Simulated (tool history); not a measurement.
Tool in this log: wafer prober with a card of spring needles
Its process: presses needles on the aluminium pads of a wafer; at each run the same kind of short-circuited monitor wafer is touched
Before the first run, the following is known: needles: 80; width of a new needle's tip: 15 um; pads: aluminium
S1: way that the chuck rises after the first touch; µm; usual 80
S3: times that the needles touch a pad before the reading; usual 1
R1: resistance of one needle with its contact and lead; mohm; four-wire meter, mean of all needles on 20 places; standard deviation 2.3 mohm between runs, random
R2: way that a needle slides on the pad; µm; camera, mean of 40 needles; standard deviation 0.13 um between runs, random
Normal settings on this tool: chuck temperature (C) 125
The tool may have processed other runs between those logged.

Run 1, hour 0.0: usual settings. Result: R1 283 mohm, R2 18.74 µm.
At hour 9.1: tips cleaned on abrasive film.
At hour 21.4: tips cleaned on abrasive film.
At hour 36.6: tips cleaned on abrasive film.
At hour 50.0: tips cleaned on abrasive film.
Run 2, hour 50.0: usual settings. Result: R1 263 mohm, R2 18.57 µm.
At hour 64.5: tips cleaned on abrasive film.
At hour 79.8: tips cleaned on abrasive film.
Run 3, hour 84.4: usual settings. Result: R1 282 mohm, R2 18.78 µm.
At hour 93.6: tips cleaned on abrasive film.
At hour 108.9: tips cleaned on abrasive film.
At hour 115.1: tips cleaned on abrasive film, once more.
At hour 130.4: tips cleaned on abrasive film.
At hour 145.5: tips cleaned on abrasive film.
Run 4, hour 148.7: usual settings. Result: R1 276 mohm, R2 18.56 µm.
At hour 157.9: tips cleaned on abrasive film.
At hour 170.2: tips cleaned on abrasive film.
At hour 185.6: tips cleaned on abrasive film.
Run 5, hour 189.2: usual settings. Result: R1 277 mohm, R2 18.55 µm.
At hour 198.4: tips cleaned on abrasive film.
At hour 213.8: tips cleaned on abrasive film.
Run 6, hour 221.3: usual settings. Result: R1 305 mohm, R2 18.33 µm.
At hour 227.4: tips cleaned on abrasive film.
At hour 242.8: tips cleaned on abrasive film.
At hour 258.1: tips cleaned on abrasive film.
At hour 270.9: tips cleaned on abrasive film.
Run 7, hour 270.9: usual settings. Result: R1 256 mohm, R2 18.37 µm.
At hour 286.2: tips cleaned on abrasive film.
At hour 301.4: tips cleaned on abrasive film.
At hour 313.7: tips cleaned on abrasive film.
At hour 329.0: tips cleaned on abrasive film.
Run 8, hour 332.4: usual settings. Result: R1 280 mohm, R2 18.76 µm.
At hour 341.6: tips cleaned on abrasive film.
At hour 357.0: tips cleaned on abrasive film.
Run 9, hour 360.1: usual settings. Result: R1 280 mohm, R2 18.52 µm.

What will run 10 give?
At hour 369.5: tips cleaned on abrasive film.
At hour 381.7: tips cleaned on abrasive film.
At hour 397.1: tips cleaned on abrasive film.
At hour 412.4: tips cleaned on abrasive film.
At hour 424.7: tips cleaned on abrasive film.
Run 10, hour 426.9: usual settings but S1 84 µm. Result: R1 ?, R2 ?.

Run 10 gave R1 268 mohm, R2 19.15 µm.
Had the tool carried no hidden state, the very same run would have given R1 250 mohm, R2 20.12 µm.

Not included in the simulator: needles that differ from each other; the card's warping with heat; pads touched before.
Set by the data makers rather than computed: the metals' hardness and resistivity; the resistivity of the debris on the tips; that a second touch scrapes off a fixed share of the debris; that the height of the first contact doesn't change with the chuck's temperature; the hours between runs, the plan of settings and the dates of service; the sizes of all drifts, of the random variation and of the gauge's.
